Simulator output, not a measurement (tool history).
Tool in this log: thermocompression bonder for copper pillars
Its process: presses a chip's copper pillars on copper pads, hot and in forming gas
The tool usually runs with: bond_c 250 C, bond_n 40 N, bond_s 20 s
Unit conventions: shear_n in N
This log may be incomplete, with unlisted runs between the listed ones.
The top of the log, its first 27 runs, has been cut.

run 28 hour=227.9 | bond_c=268 bond_n=27 bond_s=21 | shear_n=86.0
run 29 hour=234.4 | bond_c=268 bond_n=27 bond_s=21 | shear_n=85.1
run 30 hour=244.1 | bond_c=276 bond_n=51 bond_s=15 | shear_n=112.8
run 31 hour=250.4 | bond_c=241 bond_n=40 bond_s=34 | shear_n=99.0
run 32 hour=260.8 | bond_c=241 bond_n=40 bond_s=34 | shear_n=98.6
run 33 hour=267.3 | bond_c=227 bond_n=40 bond_s=48 | shear_n=98.5
run 34 hour=274.3 | bond_c=227 bond_n=40 bond_s=15 | shear_n=67.3
run 35 hour=281.0 | bond_c=227 bond_n=53 bond_s=19 | shear_n=85.7
run 36 hour=286.6 | bond_c=250 bond_n=44 bond_s=36 | shear_n=112.9

Each row is a separate what-if for the run after 36, all from the same tool condition, not one after another. Results?
run A hour=291.9 | bond_c=250 bond_n=34 bond_s=22 | shear_n=?
run B hour=291.9 | bond_c=242 bond_n=57 bond_s=48 | shear_n=?
run C hour=291.9 | bond_c=250 bond_n=42 bond_s=36 | shear_n=?
run D hour=291.9 | bond_c=253 bond_n=44 bond_s=36 | shear_n=?

run=A shear_n=85.3
run=B shear_n=123.7
run=C shear_n=108.0
run=D shear_n=113.4
Stripped of hidden state, with their random variation kept, the same runs would have yielded:
run=A shear_n=85.6
run=B shear_n=124.0
run=C shear_n=108.3
run=D shear_n=113.7
